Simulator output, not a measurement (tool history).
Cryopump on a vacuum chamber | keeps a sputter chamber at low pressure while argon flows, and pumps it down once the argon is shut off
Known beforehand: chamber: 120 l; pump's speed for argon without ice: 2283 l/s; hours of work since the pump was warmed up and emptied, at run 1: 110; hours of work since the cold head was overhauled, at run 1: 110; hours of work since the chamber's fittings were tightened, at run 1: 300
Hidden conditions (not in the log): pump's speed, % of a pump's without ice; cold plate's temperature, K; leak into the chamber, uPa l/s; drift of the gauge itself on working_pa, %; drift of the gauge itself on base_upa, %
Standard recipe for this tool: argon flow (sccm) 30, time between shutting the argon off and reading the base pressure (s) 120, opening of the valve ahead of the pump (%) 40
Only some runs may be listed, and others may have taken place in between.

run   hour  argon flow (sccm)  time between shutting the argon off and reading the base pressure (s)  opening of the valve ahead of the pump (%)  hours of work since the pump was warmed up and emptied  hours of work since the cold head was overhauled  hours of work since the chamber's fittings were tightened  pressure while argon flows (Pa)  pressure after the wait (uPa)
  1      0                 30                                                                    120                                          40                                                     110                                               110                                                        300                           0.0561                            0.4
  2    9.7                 32                                                                    120                                          40                                                     115                                               115                                                        305                           0.0605                           0.39
  3   19.3                 30                                                                    120                                          40                                                     120                                               120                                                        311                           0.0558                           0.42
  4   34.5                 30                                                                    120                                          40                                                     129                                               129                                                        319                           0.0555                            0.4
  5   43.4                 30                                                                    120                                          23                                                     134                                               134                                                        324                            0.098                            0.4
  6   52.3                 13                                                                    120                                          23                                                     139                                               139                                                        329                           0.0425                           0.44
  7   65.6                 25                                                                    120                                          40                                                     146                                               146                                                        336                           0.0467                           0.42
  8   78.9                 25                                                                    120                                          40                                                     154                                               154                                                        344                           0.0462                           0.43
  9   91.4                 30                                                                     29                                          40                                                     160                                               160                                                        351                           0.0562                           0.89
 10   99.9                 30                                                                     29                                          54                                                     165                                               165                                                        356                            0.042                           0.91
 11  113.8                 24                                                                    120                                          40                                                     173                                               173                                                        363                            0.046                           0.46
 12  120.5                 24                                                                    120                                          40                                                     177                                               177                                                        367                           0.0451                            0.4
 13  128.9                 26                                                                    120                                          40                                                     181                                               181                                                        372                           0.0497                           0.46
 14  135.2                 30                                                                    128                                          40                                                     185                                               185                                                        375                            0.055                           0.42
 15  147.9                 30                                                                     48                                          19                                                     192                                               192                                                        382                           0.1175                           0.72
 16  162.9                 12                                                                     40                                          29                                                     200                                               200                                                        391                           0.0316                           0.76
 17  175.2                 35                                                                     65                                          30                                                     207                                               207                                                        398                            0.087                           0.57
 18  187.9                 35                                                                     76                                          34                                                     214                                               214                                                        405                           0.0777                           0.57
 19  194.3                 35                                                                     76                                          34                                                     218                                               218                                                        408                           0.0777                           0.56
 20  202.6                 27                                                                     76                                          15                                                     222                                               222                                                        413                           0.1351                           0.55
 21  214.7                 27                                                                     76                                          15                                                     229                                               229                                                        420                           0.1339                            0.5
 22  225.6                 41                                                                     88                                          50                                                     235                                               235                                                        426                           0.0617                           0.53
 23  240.4                 25                                                                    132                                          29                                                     244                                               244                                                        434                           0.0645                           0.43
 24  249.2                 38                                                                    120                                          49                                                     248                                               248                                                        439                            0.059                           0.49
 25  255.4                 43                                                                     21                                          34                                                     252                                               252                                                        442                           0.0957                           1.23
 26  270.4                 20                                                                    203                                          42                                                     260                                               260                                                        451                           0.0355                            0.4
 27  284.6                 12                                                                    120                                          15                                                     268                                               268                                                        459                           0.0587                           0.52

For some of the steps in pressure while argon flows (Pa) from one run to the next: how much would appear even if the tool had no hidden state, given the settings, what came in and random variation, and how much remains for the hidden state plus any gauge scatter that the measured result and the result without hidden state don't share?
Run 15 -> 16: argon flow (sccm) 30 -> 12, time between shutting the argon off and reading the base pressure (s) 48 -> 40, opening of the valve ahead of the pump (%) 19 -> 29. pressure while argon flows (Pa) -0.0859: hidden state -0.0004, all else -0.0855.
Run 16 -> 17: argon flow (sccm) 12 -> 35, time between shutting the argon off and reading the base pressure (s) 40 -> 65, opening of the valve ahead of the pump (%) 29 -> 30. pressure while argon flows (Pa) +0.0554: hidden state +0.0007, all else +0.0547.
Run 21 -> 22: argon flow (sccm) 27 -> 41, time between shutting the argon off and reading the base pressure (s) 76 -> 88, opening of the valve ahead of the pump (%) 15 -> 50. pressure while argon flows (Pa) -0.0722: hidden state +0.0005, all else -0.0727.
Run 25 -> 26: argon flow (sccm) 43 -> 20, time between shutting the argon off and reading the base pressure (s) 21 -> 203, opening of the valve ahead of the pump (%) 34 -> 42. pressure while argon flows (Pa) -0.0602: hidden state -0.0007, all else -0.0595.
